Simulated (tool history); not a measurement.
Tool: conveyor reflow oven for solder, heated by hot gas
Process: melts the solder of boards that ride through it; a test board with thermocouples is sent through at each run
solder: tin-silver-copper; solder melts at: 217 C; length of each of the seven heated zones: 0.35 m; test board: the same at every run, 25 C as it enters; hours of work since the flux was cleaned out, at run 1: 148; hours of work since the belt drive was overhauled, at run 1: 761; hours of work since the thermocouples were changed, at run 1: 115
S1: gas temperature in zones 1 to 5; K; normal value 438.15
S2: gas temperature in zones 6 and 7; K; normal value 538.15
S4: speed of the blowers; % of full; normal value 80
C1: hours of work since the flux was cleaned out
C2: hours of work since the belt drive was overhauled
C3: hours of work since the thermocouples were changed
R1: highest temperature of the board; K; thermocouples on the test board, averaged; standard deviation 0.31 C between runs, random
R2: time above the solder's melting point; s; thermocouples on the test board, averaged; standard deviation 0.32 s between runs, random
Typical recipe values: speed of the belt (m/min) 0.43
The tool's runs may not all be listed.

Run 1, hour 0: usual settings; C1 148; C2 761; C3 115. Result: R1 526.35 K, R2 72.5 s.
Run 2, hour 52.2: usual settings; C1 182; C2 795; C3 149. Result: R1 525.85 K, R2 72.5 s.
Run 3, hour 100.5: usual settings but S2 546.15 K; C1 214; C2 826; C3 180. Result: R1 532.55 K, R2 78.1 s.
Run 4, hour 122.1: usual settings but speed of the belt (m/min) 0.376; C1 228; C2 840; C3 194. Result: R1 528.65 K, R2 87.6 s.
At hour 141.6: belt drive overhauled, speed set with a stopwatch.
Run 5, hour 178.2: usual settings but speed of the belt (m/min) 0.376; C1 262; C2 24; C3 228. Result: R1 528.25 K, R2 86.2 s.
Run 6, hour 216.6: usual settings but speed of the belt (m/min) 0.376; C1 287; C2 49; C3 254. Result: R1 528.55 K, R2 86.1 s.
Run 7, hour 250.3: usual settings; C1 309; C2 71; C3 276. Result: R1 525.25 K, R2 70.6 s.
Run 8, hour 286.1: usual settings; C1 333; C2 95; C3 299. Result: R1 524.95 K, R2 69.9 s.
At hour 314.4: flux residue cleaned out of gas plates and filters.
Run 9, hour 322.4: usual settings; C1 5; C2 115; C3 320. Result: R1 527.25 K, R2 72.3 s.
Run 10, hour 350.1: usual settings; C1 23; C2 133; C3 338. Result: R1 526.35 K, R2 72.9 s.
Run 11, hour 386: usual settings; C1 47; C2 157; C3 361. Result: R1 526.15 K, R2 72.9 s.
Run 12, hour 409.6: usual settings; C1 62; C2 172; C3 377. Result: R1 526.15 K, R2 72.1 s.
Run 13, hour 453.2: usual settings; C1 91; C2 201; C3 405. Result: R1 525.25 K, R2 72 s.
Run 14, hour 504.4: usual settings but S4 76 % of full; C1 124; C2 234; C3 439. Result: R1 525.35 K, R2 70.8 s.
Run 15, hour 540.8: usual settings but S4 76 % of full; C1 148; C2 258; C3 462. Result: R1 524.45 K, R2 70.6 s.
Run 16, hour 586.1: usual settings but S4 76 % of full; C1 178; C2 287; C3 492. Result: R1 524.75 K, R2 70.9 s.
Run 17, hour 629.5: usual settings; C1 206; C2 316; C3 520. Result: R1 524.85 K, R2 70.7 s.
Run 18, hour 667.9: usual settings but S2 528.15 K, S4 81 % of full; C1 231; C2 341; C3 546. Result: R1 515.45 K, R2 61.4 s.
Run 19, hour 720.4: usual settings but S1 428.15 K, S2 548.15 K, speed of the belt (m/min) 0.391, S4 81 % of full; C1 266; C2 375; C3 580. Result: R1 535.05 K, R2 83.7 s.
Run 20, hour 769.6: usual settings but S1 450.15 K, S2 551.15 K, speed of the belt (m/min) 0.434, S4 85 % of full; C1 298; C2 407; C3 612. Result: R1 537.25 K, R2 84.2 s.
Run 21, hour 809.9: usual settings but S1 443.15 K, S2 526.15 K, speed of the belt (m/min) 0.364, S4 52 % of full; C1 324; C2 434; C3 638. Result: R1 514.25 K, R2 73.1 s.
Run 22, hour 842.4: usual settings but S2 543.15 K, S4 83 % of full; C1 345; C2 455; C3 660. Result: R1 528.05 K, R2 73.1 s.
At hour 850.1: flux residue cleaned out of gas plates and filters.
Run 23, hour 897.7: usual settings but S2 550.15 K, S4 69 % of full; C1 31; C2 488; C3 693. Result: R1 535.05 K, R2 78.5 s.
Run 24, hour 933.6: usual settings but S1 430.15 K, S2 534.15 K, speed of the belt (m/min) 0.395, S4 55 % of full; C1 55; C2 511; C3 716. Result: R1 519.05 K, R2 67.6 s.
Run 25, hour 959.1: usual settings but S1 427.15 K, S2 544.15 K, speed of the belt (m/min) 0.458, S4 60 % of full; C1 71; C2 528; C3 733. Result: R1 523.05 K, R2 60 s.
At hour 973.4: thermocouples of zones 6 and 7 changed.
Run 26, hour 1007.9: usual settings but S1 427.15 K, S2 544.15 K, speed of the belt (m/min) 0.355, S4 60 % of full; C1 102; C2 559; C3 23. Result: R1 533.45 K, R2 90.3 s.
Run 27, hour 1045.9: usual settings but S1 443.15 K, S2 528.15 K, speed of the belt (m/min) 0.385, S4 60 % of full; C1 127; C2 584; C3 47. Result: R1 517.45 K, R2 75 s.
Run 28, hour 1084.6: usual settings but S1 440.15 K, S2 528.15 K, speed of the belt (m/min) 0.385, S4 79 % of full; C1 152; C2 609; C3 73. Result: R1 519.45 K, R2 77 s.
Run 29, hour 1109.9: usual settings but S1 440.15 K, S2 528.15 K, speed of the belt (m/min) 0.385, S4 79 % of full; C1 169; C2 625; C3 89. Result: R1 518.75 K, R2 76.9 s.
Run 30, hour 1132.7: usual settings but S1 440.15 K, S2 528.15 K, speed of the belt (m/min) 0.385, S4 79 % of full; C1 184; C2 640; C3 104. Result: R1 519.15 K, R2 76.4 s.

Expected results for the next run?
Run 31, hour 1175.4: usual settings but S1 436.15 K, speed of the belt (m/min) 0.463, S4 85 % of full; C1 211; C2 668; C3 132. Result: R1 ?, R2 ?.

{"run 31": {"R1": 523.55, "R2": 64.5}}
Minus the tool's unlogged condition, the same run would have read R1 525.65 K, R2 66.4 s.
